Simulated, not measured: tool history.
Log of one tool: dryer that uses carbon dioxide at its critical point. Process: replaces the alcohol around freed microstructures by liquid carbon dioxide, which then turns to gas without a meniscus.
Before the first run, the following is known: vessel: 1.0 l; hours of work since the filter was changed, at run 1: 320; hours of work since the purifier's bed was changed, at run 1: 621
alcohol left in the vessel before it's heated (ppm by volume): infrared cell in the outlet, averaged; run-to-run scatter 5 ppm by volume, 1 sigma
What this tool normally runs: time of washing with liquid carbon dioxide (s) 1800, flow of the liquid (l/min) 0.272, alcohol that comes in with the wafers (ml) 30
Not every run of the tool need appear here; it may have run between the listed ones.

run     day  time of washing with liquid carbon dioxide (s)  flow of the liquid (l/min)  alcohol that comes in with the wafers (ml)  hours of work since the filter was changed  hours of work since the purifier's bed was changed  alcohol left in the vessel before it's heated (ppm by volume)
  1       0                                            1800                       0.272                                          30                                         320                                                 621                                                            295
  2   0.571                                            1800                       0.264                                          30                                         328                                                 630                                                            305
  3   1.121                                            1380                       0.272                                          30                                         337                                                 638                                                            401
  4   1.629                                            1380                       0.272                                          30                                         344                                                 646                                                            402
      2.104  -- purifier's bed changed
  5   2.712                                            1380                       0.272                                          30                                         359                                                   9                                                            126
  6   3.571                                            1800                       0.272                                          30                                         372                                                  22                                                             45
  7   4.433                                            1800                       0.272                                          30                                         385                                                  36                                                             33
  8   5.521                                            1800                       0.272                                          30                                         402                                                  52                                                             59
  9   6.429                                            1800                       0.272                                          25                                         416                                                  66                                                             47
 10   7.417                                            1800                       0.272                                          25                                         431                                                  81                                                             58
 11   7.958                                            1800                       0.272                                          30                                         439                                                  89                                                             63
 12   8.825                                            1800                       0.272                                          30                                         452                                                 103                                                             69
 13   9.938                                            1800                       0.272                                          30                                         469                                                 119                                                             82
     10.617  -- inlet filter changed
 14  10.692                                            2040                       0.272                                          30                                           1                                                 130                                                             63
 15  11.304                                            2040                       0.272                                          30                                          10                                                 140                                                             65
 16  12.196                                            1800                       0.272                                          30                                          24                                                 153                                                             79
 17  13.167                                            1800                       0.272                                          30                                          39                                                 168                                                             91
 18  14.054                                            1800                       0.272                                          48                                          52                                                 182                                                            107
 19  14.679                                            1800                       0.272                                          47                                          62                                                 191                                                             93
 20  15.508                                            1800                       0.272                                          47                                          75                                                 204                                                            108
 21  16.038                                            1800                       0.253                                          21                                          83                                                 212                                                            102
 22  16.629                                            1440                       0.253                                          21                                          92                                                 221                                                            156
 23  17.283                                            1440                       0.253                                          21                                         102                                                 231                                                            164

Run 24 comes next. What will it give?
 24  17.879                                            1740                       0.194                                          21                                         111                                                 240                                                              ?

alcohol left in the vessel before it's heated (ppm by volume): 183
With no hidden state in the tool, this same run would have given alcohol left in the vessel before it's heated (ppm by volume) 70.
